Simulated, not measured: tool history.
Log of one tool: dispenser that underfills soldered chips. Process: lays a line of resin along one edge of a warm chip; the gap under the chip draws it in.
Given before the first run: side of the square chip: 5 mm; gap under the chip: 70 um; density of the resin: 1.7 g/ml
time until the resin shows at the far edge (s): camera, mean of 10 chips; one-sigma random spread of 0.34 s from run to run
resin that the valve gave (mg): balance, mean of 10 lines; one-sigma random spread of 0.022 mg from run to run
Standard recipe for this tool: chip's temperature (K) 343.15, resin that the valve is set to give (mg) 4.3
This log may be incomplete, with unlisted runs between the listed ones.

| run | hour | chip's temperature (K) | resin that the valve is set to give (mg) | time until the resin shows at the far edge (s) | resin that the valve gave (mg) |
|---|---|---|---|---|---|
| 1 | 0 | 343.15 | 4.3 | 20.7 | 4.04 |
|  | 1.1 | new syringe of resin |
| 2 | 9.7 | 343.15 | 4.3 | 20.6 | 4.02 |
|  | 11.5 | new syringe of resin |
| 3 | 17.4 | 329.15 | 4.3 | 36.9 | 3.98 |
|  | 22.4 | new syringe of resin |
| 4 | 25.2 | 329.15 | 4.3 | 35.8 | 3.99 |
|  | 33.4 | new syringe of resin |
| 5 | 35.2 | 338.15 | 4.3 | 21.4 | 3.97 |
|  | 41.2 | dispensing valve cleaned and set on the balance |
|  | 44.6 | new syringe of resin |
| 6 | 46.2 | 335.15 | 4.3 | 24.6 | 4.28 |
| 7 | 52.9 | 335.15 | 4.3 | 29.2 | 4.26 |
|  | 55.4 | new syringe of resin |
| 8 | 62.7 | 335.15 | 4.3 | 28.4 | 4.23 |
|  | 65.9 | new syringe of resin |
| 9 | 74.4 | 328.15 | 4.45 | 42.8 | 4.35 |
|  | 76.4 | new syringe of resin |
| 10 | 83.2 | 348.15 | 4.43 | 15.6 | 4.35 |
|  | 87.1 | new syringe of resin |
| 11 | 90.8 | 342.15 | 4.43 | 18.8 | 4.28 |
|  | 97.9 | new syringe of resin |
| 12 | 101.2 | 332.15 | 4.29 | 30.7 | 4.18 |
|  | 108.5 | new syringe of resin |
| 13 | 111.9 | 346.15 | 5.12 | 14.4 | 4.9 |
|  | 119.5 | new syringe of resin |
| 14 | 122.4 | 346.15 | 5.12 | 14.6 | 4.92 |
| 15 | 128.1 | 328.15 | 4.26 | 42.5 | 4.08 |

Here are 5 independent what-if runs from the current tool condition. What would each one return?
|  | 130.5 | new syringe of resin |
| A | 134.3 | 352.15 | 4.47 | ? | ? |
|  | 130.5 | new syringe of resin |
| B | 134.3 | 328.15 | 4.75 | ? | ? |
|  | 130.5 | new syringe of resin |
| C | 134.3 | 339.15 | 4.47 | ? | ? |
|  | 130.5 | new syringe of resin |
| D | 134.3 | 334.15 | 4.3 | ? | ? |
|  | 130.5 | new syringe of resin |
| E | 134.3 | 348.15 | 4.93 | ? | ? |

| run | time until the resin shows at the far edge (s) | resin that the valve gave (mg) |
|---|---|---|
| A | 11.3 | 4.25 |
| B | 37.2 | 4.52 |
| C | 21 | 4.28 |
| D | 27.7 | 4.11 |
| E | 14.3 | 4.7 |
Stripped of hidden state, with their random variation kept, the same runs would have yielded:
| run | time until the resin shows at the far edge (s) | resin that the valve gave (mg) |
|---|---|---|
| A | 10.5 | 4.45 |
| B | 34.8 | 4.74 |
| C | 19.5 | 4.49 |
| D | 25.8 | 4.31 |
| E | 13.4 | 4.92 |
